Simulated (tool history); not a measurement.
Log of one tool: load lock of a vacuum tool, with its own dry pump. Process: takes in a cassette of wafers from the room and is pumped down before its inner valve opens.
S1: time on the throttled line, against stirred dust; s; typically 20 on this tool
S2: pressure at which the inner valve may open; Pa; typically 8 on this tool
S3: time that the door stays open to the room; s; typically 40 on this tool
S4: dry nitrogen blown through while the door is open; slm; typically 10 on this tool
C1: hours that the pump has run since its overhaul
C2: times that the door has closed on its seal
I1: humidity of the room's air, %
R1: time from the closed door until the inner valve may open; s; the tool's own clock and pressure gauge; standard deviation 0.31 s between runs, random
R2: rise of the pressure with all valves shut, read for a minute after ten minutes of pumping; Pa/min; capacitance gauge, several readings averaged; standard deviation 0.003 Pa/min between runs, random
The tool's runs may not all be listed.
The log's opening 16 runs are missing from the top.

{"run": 17, "hour": 1781.2, "S1": 20, "S2": 8, "S3": 40, "S4": 26, "C1": 6159, "C2": 8541, "I1": 43.2, "R1": 42.5, "R2": 0.068}
{"run": 18, "hour": 1902.3, "S1": 20, "S2": 8, "S3": 40, "S4": 26, "C1": 6280, "C2": 8727, "I1": 45.9, "R1": 41.8, "R2": 0.072}
{"run": 19, "hour": 2046.8, "S1": 20, "S2": 8, "S3": 40, "S4": 26, "C1": 6424, "C2": 8949, "I1": 44.4, "R1": 42.4, "R2": 0.074}
{"run": 20, "hour": 2159.9, "S1": 16, "S2": 8, "S3": 92, "S4": 10, "C1": 6537, "C2": 9122, "I1": 47.2, "R1": 39.5, "R2": 0.107}
{"run": 21, "hour": 2234.8, "S1": 20, "S2": 7, "S3": 40, "S4": 4, "C1": 6612, "C2": 9237, "I1": 44.7, "R1": 43.4, "R2": 0.092}
{"run": 22, "hour": 2298.3, "S1": 25, "S2": 8, "S3": 40, "S4": 12, "C1": 6676, "C2": 9335, "I1": 42.8, "R1": 45.3, "R2": 0.082}
{"run": 23, "hour": 2388.1, "S1": 14, "S2": 8, "S3": 40, "S4": 36, "C1": 6766, "C2": 9473, "I1": 45.5, "R1": 38.0, "R2": 0.077}
{"run": 24, "hour": 2467.1, "S1": 14, "S2": 8, "S3": 40, "S4": 36, "C1": 6845, "C2": 9594, "I1": 44.8, "R1": 38.1, "R2": 0.071}
{"run": 25, "hour": 2538.1, "S1": 20, "S2": 6, "S3": 38, "S4": 10, "C1": 6916, "C2": 9703, "I1": 44.3, "R1": 43.4, "R2": 0.083}
{"run": 26, "hour": 2618.3, "S1": 12, "S2": 10, "S3": 57, "S4": 10, "C1": 6996, "C2": 9826, "I1": 44.3, "R1": 35.8, "R2": 0.095}
{"run": 27, "hour": 2736.8, "S1": 16, "S2": 13, "S3": 40, "S4": 16, "C1": 7114, "C2": 10008, "I1": 47.5, "R1": 38.2, "R2": 0.084}
{"run": 28, "hour": 2848.3, "S1": 20, "S2": 7, "S3": 40, "S4": 10, "C1": 7226, "C2": 10180, "I1": 50.1, "R1": 42.9, "R2": 0.096}
{"run": 29, "hour": 2928.0, "S1": 20, "S2": 7, "S3": 40, "S4": 10, "C1": 7306, "C2": 10302, "I1": 44.9, "R1": 42.4, "R2": 0.098}
{"run": 30, "hour": 3063.3, "S1": 20, "S2": 7, "S3": 40, "S4": 10, "C1": 7441, "C2": 10510, "I1": 45.4, "R1": 43.0, "R2": 0.088}
{"run": 31, "hour": 3185.9, "S1": 23, "S2": 8, "S3": 40, "S4": 6, "C1": 7563, "C2": 10698, "I1": 44.0, "R1": 44.8, "R2": 0.09}
{"run": 32, "hour": 3325.6, "S1": 23, "S2": 8, "S3": 40, "S4": 6, "C1": 7703, "C2": 10913, "I1": 49.1, "R1": 45.0, "R2": 0.107}
{"run": 33, "hour": 3459.8, "S1": 23, "S2": 8, "S3": 40, "S4": 14, "C1": 7837, "C2": 11119, "I1": 46.3, "R1": 45.1, "R2": 0.094}
{"run": 34, "hour": 3596.7, "S1": 17, "S2": 11, "S3": 185, "S4": 5, "C1": 7974, "C2": 11329, "I1": 45.0, "R1": 40.1, "R2": 0.15}
{"run": 35, "hour": 3726.1, "S1": 17, "S2": 14, "S3": 142, "S4": 15, "C1": 8104, "C2": 11528, "I1": 43.7, "R1": 38.8, "R2": 0.122}
{"run": 36, "hour": 3855.4, "S1": 17, "S2": 14, "S3": 142, "S4": 15, "C1": 8233, "C2": 11726, "I1": 41.1, "R1": 38.9, "R2": 0.111}
{"run": 37, "hour": 3938.5, "S1": 17, "S2": 14, "S3": 142, "S4": 28, "C1": 8316, "C2": 11854, "I1": 41.7, "R1": 39.0, "R2": 0.104}

What will run 38 give?
{"run": 38, "hour": 4010.6, "S1": 17, "S2": 14, "S3": 142, "S4": 5, "C1": 8388, "C2": 11965, "I1": 44.4, "R1": "?", "R2": "?"}

Run 38 measured R1 39.3 s, R2 0.148 Pa/min.
Had the tool carried no hidden state, the very same run would have given R1 37.3 s, R2 0.098 Pa/min.

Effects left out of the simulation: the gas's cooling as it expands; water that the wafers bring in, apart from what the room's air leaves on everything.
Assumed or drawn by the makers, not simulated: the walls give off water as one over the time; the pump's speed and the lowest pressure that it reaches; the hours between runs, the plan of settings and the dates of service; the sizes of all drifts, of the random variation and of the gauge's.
